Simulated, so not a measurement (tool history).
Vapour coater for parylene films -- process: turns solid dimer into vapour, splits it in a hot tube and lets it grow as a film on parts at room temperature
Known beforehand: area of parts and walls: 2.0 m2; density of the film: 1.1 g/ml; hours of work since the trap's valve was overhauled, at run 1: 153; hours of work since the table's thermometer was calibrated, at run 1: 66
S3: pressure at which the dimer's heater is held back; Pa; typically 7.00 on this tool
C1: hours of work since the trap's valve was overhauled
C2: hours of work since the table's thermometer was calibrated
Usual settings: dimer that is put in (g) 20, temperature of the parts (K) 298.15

run 1 hour=0.0 | dimer_that_is_put_in_(g)=20 temperature_of_the_parts_(K)=298.15 S3=7.00 | C1=153 C2=66 | thickness_of_the_film_(µm)=4.93
run 2 hour=38.3 | dimer_that_is_put_in_(g)=20 temperature_of_the_parts_(K)=298.15 S3=7.00 | C1=179 C2=92 | thickness_of_the_film_(µm)=4.80
run 3 hour=86.7 | dimer_that_is_put_in_(g)=20 temperature_of_the_parts_(K)=298.15 S3=7.00 | C1=212 C2=125 | thickness_of_the_film_(µm)=4.92
run 4 hour=143.3 | dimer_that_is_put_in_(g)=20 temperature_of_the_parts_(K)=307.15 S3=7.00 | C1=251 C2=164 | thickness_of_the_film_(µm)=3.76
run 5 hour=198.1 | dimer_that_is_put_in_(g)=20 temperature_of_the_parts_(K)=307.15 S3=7.00 | C1=289 C2=202 | thickness_of_the_film_(µm)=3.84
run 6 hour=244.5 | dimer_that_is_put_in_(g)=20 temperature_of_the_parts_(K)=307.15 S3=7.00 | C1=321 C2=234 | thickness_of_the_film_(µm)=3.80
run 7 hour=276.7 | dimer_that_is_put_in_(g)=20 temperature_of_the_parts_(K)=307.15 S3=7.00 | C1=343 C2=256 | thickness_of_the_film_(µm)=3.77
run 8 hour=345.1 | dimer_that_is_put_in_(g)=20 temperature_of_the_parts_(K)=298.15 S3=7.00 | C1=390 C2=303 | thickness_of_the_film_(µm)=4.58
run 9 hour=381.7 | dimer_that_is_put_in_(g)=20 temperature_of_the_parts_(K)=298.15 S3=7.00 | C1=416 C2=329 | thickness_of_the_film_(µm)=4.50
run 10 hour=450.2 | dimer_that_is_put_in_(g)=20 temperature_of_the_parts_(K)=290.15 S3=7.00 | C1=463 C2=376 | thickness_of_the_film_(µm)=5.41
run 11 hour=506.5 | dimer_that_is_put_in_(g)=20 temperature_of_the_parts_(K)=296.15 S3=7.00 | C1=502 C2=415 | thickness_of_the_film_(µm)=4.67
run 12 hour=564.5 | dimer_that_is_put_in_(g)=20 temperature_of_the_parts_(K)=296.15 S3=7.00 | C1=541 C2=454 | thickness_of_the_film_(µm)=4.62
-- hour=640.8 trap's valve overhauled
run 13 hour=642.5 | dimer_that_is_put_in_(g)=20 temperature_of_the_parts_(K)=296.15 S3=5.23 | C1=1 C2=505 | thickness_of_the_film_(µm)=4.16
run 14 hour=677.7 | dimer_that_is_put_in_(g)=20 temperature_of_the_parts_(K)=296.15 S3=5.23 | C1=25 C2=530 | thickness_of_the_film_(µm)=4.13
run 15 hour=754.1 | dimer_that_is_put_in_(g)=14 temperature_of_the_parts_(K)=296.15 S3=5.23 | C1=78 C2=582 | thickness_of_the_film_(µm)=2.78
-- hour=791.4 trap's valve overhauled, once more
run 16 hour=835.3 | dimer_that_is_put_in_(g)=20 temperature_of_the_parts_(K)=298.15 S3=7.44 | C1=30 C2=635 | thickness_of_the_film_(µm)=4.85
run 17 hour=912.9 | dimer_that_is_put_in_(g)=8 temperature_of_the_parts_(K)=298.15 S3=7.00 | C1=84 C2=689 | thickness_of_the_film_(µm)=1.95
run 18 hour=948.8 | dimer_that_is_put_in_(g)=20 temperature_of_the_parts_(K)=298.15 S3=2.20 | C1=108 C2=714 | thickness_of_the_film_(µm)=5.83
run 19 hour=987.8 | dimer_that_is_put_in_(g)=20 temperature_of_the_parts_(K)=298.15 S3=2.20 | C1=135 C2=740 | thickness_of_the_film_(µm)=5.74
run 20 hour=1025.2 | dimer_that_is_put_in_(g)=20 temperature_of_the_parts_(K)=298.15 S3=2.20 | C1=161 C2=766 | thickness_of_the_film_(µm)=5.84
run 21 hour=1077.6 | dimer_that_is_put_in_(g)=20 temperature_of_the_parts_(K)=298.15 S3=7.00 | C1=197 C2=802 | thickness_of_the_film_(µm)=4.79
run 22 hour=1121.9 | dimer_that_is_put_in_(g)=20 temperature_of_the_parts_(K)=298.15 S3=7.00 | C1=228 C2=833 | thickness_of_the_film_(µm)=4.72
run 23 hour=1171.6 | dimer_that_is_put_in_(g)=20 temperature_of_the_parts_(K)=298.15 S3=7.00 | C1=262 C2=867 | thickness_of_the_film_(µm)=4.72
run 24 hour=1236.2 | dimer_that_is_put_in_(g)=20 temperature_of_the_parts_(K)=298.15 S3=7.00 | C1=306 C2=912 | thickness_of_the_film_(µm)=4.62
-- hour=1253.3 table's thermometer calibrated
run 25 hour=1284.0 | dimer_that_is_put_in_(g)=20 temperature_of_the_parts_(K)=298.15 S3=7.00 | C1=339 C2=21 | thickness_of_the_film_(µm)=4.71
run 26 hour=1320.7 | dimer_that_is_put_in_(g)=25 temperature_of_the_parts_(K)=298.15 S3=2.50 | C1=364 C2=46 | thickness_of_the_film_(µm)=6.80
run 27 hour=1396.7 | dimer_that_is_put_in_(g)=22 temperature_of_the_parts_(K)=298.15 S3=2.20 | C1=416 C2=99 | thickness_of_the_film_(µm)=6.08
run 28 hour=1459.4 | dimer_that_is_put_in_(g)=20 temperature_of_the_parts_(K)=298.15 S3=5.92 | C1=459 C2=142 | thickness_of_the_film_(µm)=4.65
run 29 hour=1522.2 | dimer_that_is_put_in_(g)=20 temperature_of_the_parts_(K)=304.15 S3=3.29 | C1=503 C2=185 | thickness_of_the_film_(µm)=4.36
run 30 hour=1576.8 | dimer_that_is_put_in_(g)=17 temperature_of_the_parts_(K)=304.15 S3=3.29 | C1=540 C2=223 | thickness_of_the_film_(µm)=3.72
-- hour=1650.2 trap's valve overhauled
run 31 hour=1652.7 | dimer_that_is_put_in_(g)=11 temperature_of_the_parts_(K)=298.15 S3=7.00 | C1=2 C2=272 | thickness_of_the_film_(µm)=2.75
run 32 hour=1691.3 | dimer_that_is_put_in_(g)=14 temperature_of_the_parts_(K)=297.15 S3=3.11 | C1=28 C2=299 | thickness_of_the_film_(µm)=4.20
run 33 hour=1727.1 | dimer_that_is_put_in_(g)=14 temperature_of_the_parts_(K)=297.15 S3=3.11 | C1=53 C2=324 | thickness_of_the_film_(µm)=4.09
run 34 hour=1804.8 | dimer_that_is_put_in_(g)=14 temperature_of_the_parts_(K)=297.15 S3=3.11 | C1=106 C2=377 | thickness_of_the_film_(µm)=4.00
run 35 hour=1853.0 | dimer_that_is_put_in_(g)=14 temperature_of_the_parts_(K)=297.15 S3=3.11 | C1=140 C2=410 | thickness_of_the_film_(µm)=3.99
run 36 hour=1916.4 | dimer_that_is_put_in_(g)=9 temperature_of_the_parts_(K)=298.15 S3=3.15 | C1=183 C2=454 | thickness_of_the_film_(µm)=2.47
run 37 hour=1961.9 | dimer_that_is_put_in_(g)=22 temperature_of_the_parts_(K)=298.15 S3=3.15 | C1=215 C2=485 | thickness_of_the_film_(µm)=5.87
run 38 hour=2026.3 | dimer_that_is_put_in_(g)=20 temperature_of_the_parts_(K)=295.15 S3=7.00 | C1=259 C2=530 | thickness_of_the_film_(µm)=4.97
run 39 hour=2059.7 | dimer_that_is_put_in_(g)=13 temperature_of_the_parts_(K)=302.15 S3=7.00 | C1=282 C2=553 | thickness_of_the_film_(µm)=2.76
run 40 hour=2103.7 | dimer_that_is_put_in_(g)=13 temperature_of_the_parts_(K)=302.15 S3=7.00 | C1=312 C2=583 | thickness_of_the_film_(µm)=2.75
run 41 hour=2138.4 | dimer_that_is_put_in_(g)=14 temperature_of_the_parts_(K)=290.15 S3=10.10 | C1=336 C2=607 | thickness_of_the_film_(µm)=3.70
run 42 hour=2206.9 | dimer_that_is_put_in_(g)=11 temperature_of_the_parts_(K)=298.15 S3=6.46 | C1=383 C2=654 | thickness_of_the_film_(µm)=2.57
run 43 hour=2263.1 | dimer_that_is_put_in_(g)=32 temperature_of_the_parts_(K)=301.15 S3=3.74 | C1=422 C2=693 | thickness_of_the_film_(µm)=7.42
run 44 hour=2323.7 | dimer_that_is_put_in_(g)=32 temperature_of_the_parts_(K)=301.15 S3=3.74 | C1=464 C2=734 | thickness_of_the_film_(µm)=7.33
run 45 hour=2364.5 | dimer_that_is_put_in_(g)=14 temperature_of_the_parts_(K)=299.15 S3=7.00 | C1=492 C2=763 | thickness_of_the_film_(µm)=2.93
run 46 hour=2413.9 | dimer_that_is_put_in_(g)=16 temperature_of_the_parts_(K)=301.15 S3=7.26 | C1=526 C2=797 | thickness_of_the_film_(µm)=3.26
run 47 hour=2455.7 | dimer_that_is_put_in_(g)=20 temperature_of_the_parts_(K)=298.15 S3=3.89 | C1=555 C2=825 | thickness_of_the_film_(µm)=4.67

Across each entry between runs, compare the hidden state at the last listed run before it with the hidden state at the first listed run after it:
Logged between run 12 and run 13: trap's valve overhauled (hour 640.8)
  vapour lost through the trap's worn valve, %: 14.3 -> 25.2; true temperature of the parts over the reading, C: 0.67 -> 0.75
  the result without the hidden state subtracted from the measured one, thickness of the film (µm): -0.85 -> -1.48
Logged between run 15 and run 16: trap's valve overhauled, once more (hour 791.4)
  vapour lost through the trap's worn valve, %: 27.2 -> 0.9; true temperature of the parts over the reading, C: 0.86 -> 0.94
  the result without the hidden state subtracted from the measured one, thickness of the film (µm): -1.13 -> -0.15
Logged between run 24 and run 25: table's thermometer calibrated (hour 1253.3)
  vapour lost through the trap's worn valve, %: 7.7 -> 8.5; true temperature of the parts over the reading, C: 1.35 -> 0.16
  the result without the hidden state subtracted from the measured one, thickness of the film (µm): -0.54 -> -0.46
Logged between run 30 and run 31: trap's valve overhauled (hour 1650.2)
  vapour lost through the trap's worn valve, %: 13.5 -> 0.1; true temperature of the parts over the reading, C: 0.46 -> 0.54
  the result without the hidden state subtracted from the measured one, thickness of the film (µm): -0.63 -> -0.04
